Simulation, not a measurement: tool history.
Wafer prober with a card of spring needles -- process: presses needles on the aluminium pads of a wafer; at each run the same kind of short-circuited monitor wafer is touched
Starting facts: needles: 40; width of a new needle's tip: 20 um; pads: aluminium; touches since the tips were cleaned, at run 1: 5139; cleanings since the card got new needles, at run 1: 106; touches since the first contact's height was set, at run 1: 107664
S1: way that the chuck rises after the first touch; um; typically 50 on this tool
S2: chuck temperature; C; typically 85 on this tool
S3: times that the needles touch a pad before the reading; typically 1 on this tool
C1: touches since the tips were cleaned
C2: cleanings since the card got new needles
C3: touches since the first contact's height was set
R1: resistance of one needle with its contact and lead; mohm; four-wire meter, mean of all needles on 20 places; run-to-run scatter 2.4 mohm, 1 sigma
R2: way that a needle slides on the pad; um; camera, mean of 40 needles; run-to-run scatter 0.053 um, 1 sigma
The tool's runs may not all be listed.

{"run": 1, "day": 0.0, "S1": 50, "S2": 85, "S3": 1, "C1": 5139, "C2": 106, "C3": 107664, "R1": 310, "R2": 7.44}
{"day": 0.242, "done": "tips cleaned on abrasive film"}
{"day": 0.879, "done": "tips cleaned on abrasive film"}
{"day": 1.517, "done": "tips cleaned on abrasive film"}
{"run": 2, "day": 1.688, "S1": 50, "S2": 85, "S3": 1, "C1": 2387, "C2": 109, "C3": 131028, "R1": 302, "R2": 7.42}
{"day": 2.192, "done": "tips cleaned on abrasive film"}
{"day": 2.854, "done": "tips cleaned on abrasive film"}
{"day": 3.512, "done": "tips cleaned on abrasive film"}
{"run": 3, "day": 3.525, "S1": 50, "S2": 85, "S3": 1, "C1": 146, "C2": 112, "C3": 156421, "R1": 280, "R2": 7.23}
{"day": 4.108, "done": "tips cleaned on abrasive film"}
{"run": 4, "day": 4.421, "S1": 50, "S2": 85, "S3": 1, "C1": 4348, "C2": 113, "C3": 168858, "R1": 311, "R2": 7.36}
{"day": 4.696, "done": "tips cleaned on abrasive film"}
{"day": 5.296, "done": "tips cleaned on abrasive film"}
{"run": 5, "day": 5.746, "S1": 50, "S2": 85, "S3": 1, "C1": 6277, "C2": 115, "C3": 187235, "R1": 321, "R2": 7.18}
{"day": 5.875, "done": "tips cleaned on abrasive film"}
{"day": 6.462, "done": "tips cleaned on abrasive film"}
{"run": 6, "day": 6.546, "S1": 50, "S2": 85, "S3": 1, "C1": 1151, "C2": 117, "C3": 198252, "R1": 286, "R2": 7.18}
{"day": 7.092, "done": "tips cleaned on abrasive film"}
{"day": 7.662, "done": "tips cleaned on abrasive film"}
{"day": 7.933, "done": "height of the first contact set anew"}
{"run": 7, "day": 8.038, "S1": 50, "S2": 85, "S3": 1, "C1": 5065, "C2": 119, "C3": 1454, "R1": 311, "R2": 7.6}
{"day": 8.283, "done": "tips cleaned on abrasive film"}
{"run": 8, "day": 8.821, "S1": 50, "S2": 85, "S3": 1, "C1": 7455, "C2": 120, "C3": 12281, "R1": 319, "R2": 7.64}
{"day": 8.925, "done": "tips cleaned on abrasive film"}
{"day": 9.533, "done": "tips cleaned on abrasive film"}
{"run": 9, "day": 9.662, "S1": 50, "S2": 85, "S3": 1, "C1": 1777, "C2": 122, "C3": 23927, "R1": 293, "R2": 7.58}
{"day": 10.162, "done": "tips cleaned on abrasive film"}
{"day": 10.75, "done": "tips cleaned on abrasive film"}
{"run": 10, "day": 10.833, "S1": 50, "S2": 85, "S3": 1, "C1": 1153, "C2": 124, "C3": 40115, "R1": 295, "R2": 7.53}
{"day": 11.4, "done": "tips cleaned on abrasive film"}
{"day": 12.004, "done": "tips cleaned on abrasive film"}
{"run": 11, "day": 12.45, "S1": 50, "S2": 85, "S3": 1, "C1": 6197, "C2": 126, "C3": 62522, "R1": 314, "R2": 7.55}
{"day": 12.683, "done": "tips cleaned on abrasive film"}
{"day": 13.267, "done": "tips cleaned on abrasive film"}
{"day": 13.917, "done": "tips cleaned on abrasive film"}
{"run": 12, "day": 14.15, "S1": 50, "S2": 85, "S3": 1, "C1": 3247, "C2": 129, "C3": 86048, "R1": 302, "R2": 7.44}
{"day": 14.579, "done": "tips cleaned on abrasive film"}
{"day": 15.279, "done": "tips cleaned on abrasive film"}
{"day": 15.904, "done": "tips cleaned on abrasive film"}
{"run": 13, "day": 16.042, "S1": 50, "S2": 85, "S3": 1, "C1": 1915, "C2": 132, "C3": 112255, "R1": 294, "R2": 7.35}
{"day": 16.504, "done": "tips cleaned on abrasive film"}
{"day": 17.133, "done": "tips cleaned on abrasive film"}
{"run": 14, "day": 17.138, "S1": 50, "S2": 85, "S3": 2, "C1": 19, "C2": 134, "C3": 127389, "R1": 278, "R2": 7.43}
{"day": 17.779, "done": "tips cleaned on abrasive film"}
{"run": 15, "day": 18.167, "S1": 60, "S2": 91, "S3": 3, "C1": 5396, "C2": 135, "C3": 141711, "R1": 286, "R2": 8.9}
{"day": 18.417, "done": "tips cleaned on abrasive film"}
{"day": 19.1, "done": "tips cleaned on abrasive film"}
{"day": 19.754, "done": "tips cleaned on abrasive film"}
{"run": 16, "day": 19.775, "S1": 66, "S2": 85, "S3": 2, "C1": 259, "C2": 138, "C3": 163929, "R1": 280, "R2": 9.78}
{"day": 20.392, "done": "tips cleaned on abrasive film"}
{"run": 17, "day": 20.633, "S1": 66, "S2": 85, "S3": 2, "C1": 3364, "C2": 139, "C3": 175863, "R1": 282, "R2": 9.74}
{"day": 21.017, "done": "tips cleaned on abrasive film"}
{"day": 21.658, "done": "tips cleaned on abrasive film"}
{"run": 18, "day": 22.204, "S1": 54, "S2": 64, "S3": 3, "C1": 7615, "C2": 141, "C3": 197632, "R1": 282, "R2": 7.92}

For run 19, what comes out?
{"day": 22.304, "done": "tips cleaned on abrasive film"}
{"day": 22.975, "done": "tips cleaned on abrasive film"}
{"run": 19, "day": 23.0, "S1": 44, "S2": 35, "S3": 1, "C1": 346, "C2": 143, "C3": 208615, "R1": "?", "R2": "?"}

Run 19 gave R1 272 mohm, R2 6.25 um.
With the hidden condition absent and the run-to-run variation left alone, this run would have shown R1 257 mohm, R2 6.64 um.
